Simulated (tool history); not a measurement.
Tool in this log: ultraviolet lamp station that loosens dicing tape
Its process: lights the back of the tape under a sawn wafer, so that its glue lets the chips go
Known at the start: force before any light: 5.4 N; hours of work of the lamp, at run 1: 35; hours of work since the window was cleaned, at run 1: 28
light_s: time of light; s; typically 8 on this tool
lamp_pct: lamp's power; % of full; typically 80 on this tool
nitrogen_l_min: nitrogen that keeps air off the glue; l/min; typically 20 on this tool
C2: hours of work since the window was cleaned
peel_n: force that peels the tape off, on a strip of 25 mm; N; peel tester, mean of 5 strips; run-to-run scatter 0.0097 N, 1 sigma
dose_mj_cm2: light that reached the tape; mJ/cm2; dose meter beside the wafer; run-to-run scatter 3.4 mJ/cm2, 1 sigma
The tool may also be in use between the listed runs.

run 1 day=0 | light_s=8 lamp_pct=80 nitrogen_l_min=20 | hours_of_work_of_the_lamp=35 C2=28 | peel_n=0.433 dose_mj_cm2=543
run 2 day=0.288 | light_s=8 lamp_pct=80 nitrogen_l_min=20 | hours_of_work_of_the_lamp=40 C2=33 | peel_n=0.446 dose_mj_cm2=540
run 3 day=0.733 | light_s=8 lamp_pct=80 nitrogen_l_min=20 | hours_of_work_of_the_lamp=47 C2=40 | peel_n=0.463 dose_mj_cm2=537
run 4 day=1.075 | light_s=8 lamp_pct=66 nitrogen_l_min=20 | hours_of_work_of_the_lamp=53 C2=46 | peel_n=0.634 dose_mj_cm2=447
run 5 day=1.438 | light_s=8 lamp_pct=83 nitrogen_l_min=20 | hours_of_work_of_the_lamp=59 C2=52 | peel_n=0.405 dose_mj_cm2=556
run 6 day=1.8 | light_s=8 lamp_pct=91 nitrogen_l_min=20 | hours_of_work_of_the_lamp=65 C2=58 | peel_n=0.364 dose_mj_cm2=601
run 7 day=2.038 | light_s=8 lamp_pct=91 nitrogen_l_min=20 | hours_of_work_of_the_lamp=68 C2=61 | peel_n=0.355 dose_mj_cm2=598
run 8 day=2.462 | light_s=8 lamp_pct=70 nitrogen_l_min=20 | hours_of_work_of_the_lamp=75 C2=68 | peel_n=0.585 dose_mj_cm2=463
run 9 day=2.921 | light_s=8 lamp_pct=70 nitrogen_l_min=20 | hours_of_work_of_the_lamp=83 C2=76 | peel_n=0.575 dose_mj_cm2=462
run 10 day=3.358 | light_s=8 lamp_pct=70 nitrogen_l_min=20 | hours_of_work_of_the_lamp=90 C2=83 | peel_n=0.609 dose_mj_cm2=451
run 11 day=3.688 | light_s=8 lamp_pct=80 nitrogen_l_min=13 | hours_of_work_of_the_lamp=95 C2=88 | peel_n=0.625 dose_mj_cm2=517
run 12 day=4.138 | light_s=8 lamp_pct=80 nitrogen_l_min=20 | hours_of_work_of_the_lamp=103 C2=96 | peel_n=0.471 dose_mj_cm2=516
run 13 day=4.508 | light_s=8 lamp_pct=80 nitrogen_l_min=20 | hours_of_work_of_the_lamp=109 C2=102 | peel_n=0.475 dose_mj_cm2=510
run 14 day=4.983 | light_s=8 lamp_pct=80 nitrogen_l_min=20 | hours_of_work_of_the_lamp=116 C2=109 | peel_n=0.489 dose_mj_cm2=502
run 15 day=5.192 | light_s=8 lamp_pct=80 nitrogen_l_min=20 | hours_of_work_of_the_lamp=120 C2=113 | peel_n=0.468 dose_mj_cm2=505
run 16 day=5.475 | light_s=8 lamp_pct=80 nitrogen_l_min=20 | hours_of_work_of_the_lamp=124 C2=117 | peel_n=0.494 dose_mj_cm2=509
run 17 day=5.762 | light_s=6 lamp_pct=80 nitrogen_l_min=25 | hours_of_work_of_the_lamp=129 C2=122 | peel_n=0.728 dose_mj_cm2=383
-- day=5.821 window cleaned of glue's vapour
run 18 day=6.267 | light_s=6 lamp_pct=80 nitrogen_l_min=25 | hours_of_work_of_the_lamp=137 C2=7 | peel_n=0.728 dose_mj_cm2=370
run 19 day=6.479 | light_s=6 lamp_pct=80 nitrogen_l_min=25 | hours_of_work_of_the_lamp=140 C2=11 | peel_n=0.766 dose_mj_cm2=368
run 20 day=6.933 | light_s=16 lamp_pct=93 nitrogen_l_min=11 | hours_of_work_of_the_lamp=148 C2=18 | peel_n=0.231 dose_mj_cm2=1137
run 21 day=7.267 | light_s=12 lamp_pct=93 nitrogen_l_min=11 | hours_of_work_of_the_lamp=153 C2=24 | peel_n=0.32 dose_mj_cm2=858
run 22 day=7.625 | light_s=12 lamp_pct=93 nitrogen_l_min=11 | hours_of_work_of_the_lamp=159 C2=29 | peel_n=0.301 dose_mj_cm2=846
-- day=7.779 window cleaned of glue's vapour, once more
run 23 day=7.921 | light_s=6 lamp_pct=91 nitrogen_l_min=20 | hours_of_work_of_the_lamp=163 C2=2 | peel_n=0.638 dose_mj_cm2=432
run 24 day=8.267 | light_s=6 lamp_pct=91 nitrogen_l_min=20 | hours_of_work_of_the_lamp=169 C2=8 | peel_n=0.62 dose_mj_cm2=428
run 25 day=8.758 | light_s=6 lamp_pct=91 nitrogen_l_min=20 | hours_of_work_of_the_lamp=177 C2=16 | peel_n=0.661 dose_mj_cm2=429
run 26 day=9.062 | light_s=8 lamp_pct=69 nitrogen_l_min=20 | hours_of_work_of_the_lamp=182 C2=21 | peel_n=0.636 dose_mj_cm2=427
run 27 day=9.475 | light_s=8 lamp_pct=69 nitrogen_l_min=20 | hours_of_work_of_the_lamp=189 C2=28 | peel_n=0.681 dose_mj_cm2=431
run 28 day=9.867 | light_s=7 lamp_pct=69 nitrogen_l_min=8 | hours_of_work_of_the_lamp=195 C2=34 | peel_n=1.336 dose_mj_cm2=371
run 29 day=10.279 | light_s=7 lamp_pct=69 nitrogen_l_min=8 | hours_of_work_of_the_lamp=202 C2=41 | peel_n=1.401 dose_mj_cm2=369
run 30 day=10.762 | light_s=7 lamp_pct=69 nitrogen_l_min=8 | hours_of_work_of_the_lamp=210 C2=49 | peel_n=1.36 dose_mj_cm2=370

Selected run-to-run steps in peel_n, each split into two signed amounts: the part the tool would show with no hidden state at all (from settings, incoming material and random variation), and the remainder, which goes to the hidden state together with any gauge scatter not common to the measured and the hidden-state-free results:
The tool's hidden condition here consists of: lamp's light, % of a new lamp's; light that the window lets through, % of a clean one's; drift of the gauge itself on peel_n, %; drift of the gauge itself on dose_mj_cm2, %.
Run 19 -> 20: light_s 6 -> 16, lamp_pct 80 -> 93, nitrogen_l_min 25 -> 11. peel_n -0.535 N: hidden state -0.132, all else -0.403.
Run 22 -> 23: light_s 12 -> 6, lamp_pct 93 -> 91, nitrogen_l_min 11 -> 20, window cleaned of glue's vapour, once more. peel_n +0.337 N: hidden state +0.048, all else +0.289.
Run 27 -> 28: light_s 8 -> 7, nitrogen_l_min 20 -> 8. peel_n +0.655 N: hidden state +0.081, all else +0.574.

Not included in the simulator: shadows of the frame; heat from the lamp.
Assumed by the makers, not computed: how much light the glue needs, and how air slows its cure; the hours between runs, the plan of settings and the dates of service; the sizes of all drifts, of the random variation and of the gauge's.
